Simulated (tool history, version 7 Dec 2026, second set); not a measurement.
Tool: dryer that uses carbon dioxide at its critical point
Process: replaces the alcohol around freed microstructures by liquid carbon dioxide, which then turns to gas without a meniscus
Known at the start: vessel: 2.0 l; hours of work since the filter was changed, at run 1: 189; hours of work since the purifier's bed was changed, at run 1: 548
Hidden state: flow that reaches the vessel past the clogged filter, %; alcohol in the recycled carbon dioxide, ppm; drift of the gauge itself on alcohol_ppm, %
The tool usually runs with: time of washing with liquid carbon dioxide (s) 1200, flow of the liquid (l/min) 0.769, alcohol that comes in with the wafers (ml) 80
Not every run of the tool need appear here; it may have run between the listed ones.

run    hour  time of washing with liquid carbon dioxide (s)  flow of the liquid (l/min)  alcohol that comes in with the wafers (ml)  hours of work since the filter was changed  hours of work since the purifier's bed was changed  alcohol left in the vessel before it's heated (ppm by volume)
  1       0                                            1200                       0.769                                          80                                         189                                                 548                                                            208
  2    24.8                                            1200                       0.769                                          80                                         202                                                 561                                                            212
  3      63                                            1200                       0.769                                          80                                         222                                                 580                                                            226
  4   104.1                                            1200                       0.769                                          80                                         243                                                 602                                                            237
  5   147.5                                            1200                       0.769                                          80                                         265                                                 624                                                            231
  6   186.6                                            1200                       0.769                                          80                                         286                                                 644                                                            251
  7   229.5                                            1740                       0.769                                          80                                         308                                                 667                                                            215
      243.3  -- purifier's bed changed
  8   252.2                                            1740                       0.769                                          80                                         318                                                   5                                                              6
  9   272.3                                            1740                       0.769                                          80                                         329                                                  15                                                             22
 10     300                                            1200                       0.769                                          80                                         343                                                  29                                                             56
 11   341.7                                            1200                       0.769                                          50                                         365                                                  51                                                             43
 12     384                                            1200                       0.769                                          50                                         386                                                  73                                                             52
 13   418.2                                            1200                       0.769                                          50                                         404                                                  91                                                             62
 14   462.7                                            1200                       0.769                                          50                                         427                                                 114                                                             69
 15   500.4                                            1200                       0.769                                          50                                         447                                                 133                                                             68
 16   527.8                                            1200                        0.61                                          50                                         461                                                 147                                                            150
 17   559.4                                            1200                        0.61                                          50                                         477                                                 164                                                            163
 18   604.9                                            1200                       0.769                                          80                                         501                                                 187                                                            118
      625.6  -- inlet filter changed
 19   649.6                                            1200                       0.769                                          59                                          12                                                 210                                                             93
 20   675.1                                             780                       0.769                                          80                                          26                                                 223                                                            394
 21   699.4                                             780                       0.769                                          80                                          38                                                 236                                                            403
 22   739.3                                            1200                       0.769                                          80                                          59                                                 256                                                            117
 23   777.5                                            1200                       0.769                                          80                                          79                                                 276                                                            121
 24     806                                            1200                       1.067                                          80                                          93                                                 291                                                            101
 25   845.9                                            1140                       0.769                                         113                                         114                                                 312                                                            160
 26   882.4                                            1140                       0.769                                         113                                         133                                                 330                                                            177
 27   908.4                                             960                       0.769                                         113                                         146                                                 344                                                            290
 28   952.1                                             960                       0.769                                         113                                         169                                                 367                                                            304
 29   991.1                                            1200                       0.769                                         101                                         189                                                 387                                                            173
 30  1020.4                                            1920                       0.554                                          33                                         204                                                 402                                                            146
 31    1066                                            1560                       0.769                                         116                                         228                                                 425                                                            150
 32  1108.6                                            1560                       0.769                                         116                                         250                                                 448                                                            158
 33  1150.1                                            1560                       0.769                                         116                                         272                                                 469                                                            165
 34  1170.6                                             720                       0.625                                          60                                         282                                                 480                                                           1080
 35    1204                                             720                       0.625                                          60                                         300                                                 497                                                           1104
 36  1248.8                                            1320                       1.303                                          26                                         323                                                 520                                                            175
 37  1292.1                                            1920                       0.771                                          47                                         345                                                 543                                                            189
 38  1334.6                                            1320                       0.548                                          47                                         367                                                 565                                                            298
 39  1358.1                                            1320                       0.548                                          47                                         379                                                 577                                                            298
 40  1382.9                                            1320                       0.548                                          47                                         392                                                 590                                                            291
 41    1415                                            1320                        0.57                                          47                                         409                                                 606                                                            283
 42  1453.4                                            1080                       0.469                                          20                                         429                                                 626                                                            422
 43  1475.3                                            1020                        1.05                                          40                                         440                                                 637                                                            229
 44  1513.7                                            1200                       0.695                                         108                                         460                                                 657                                                            329
     1547.6  -- purifier's bed changed
 45  1560.8                                            1620                       1.093                                          35                                         483                                                   7                                                             10
 46  1597.6                                            1620                       0.811                                         104                                         502                                                  26                                                             16
     1617.7  -- inlet filter changed
 47  1620.4                                            1140                           1                                          80                                           1                                                  37                                                             18
 48  1650.9                                            1200                       0.535                                          25                                          17                                                  53                                                             88

Hidden state at the last listed run before each entry between runs and at the first one after, where it differs:
After run 7, before run 8: purifier's bed changed (hour 243.3)
  flow that reaches the vessel past the clogged filter, %: 93.4 -> 93.2; alcohol in the recycled carbon dioxide, ppm: 222.5 -> 6.6
  measured minus no-state result, alcohol left in the vessel before it's heated (ppm by volume): +215 -> +2
After run 18, before run 19: inlet filter changed (hour 625.6)
  flow that reaches the vessel past the clogged filter, %: 89.7 -> 99.4; alcohol in the recycled carbon dioxide, ppm: 66.7 -> 74.1
  measured minus no-state result, alcohol left in the vessel before it's heated (ppm by volume): +88 -> +68
After run 44, before run 45: purifier's bed changed (hour 1547.6)
  flow that reaches the vessel past the clogged filter, %: 90.7 -> 90.3; alcohol in the recycled carbon dioxide, ppm: 226 -> 7.9
  measured minus no-state result, alcohol left in the vessel before it's heated (ppm by volume): +267 -> +3
After run 46, before run 47: inlet filter changed (hour 1617.7)
  flow that reaches the vessel past the clogged filter, %: 89.9 -> 99.6; alcohol in the recycled carbon dioxide, ppm: 14 -> 17.6
  measured minus no-state result, alcohol left in the vessel before it's heated (ppm by volume): +11 -> +12
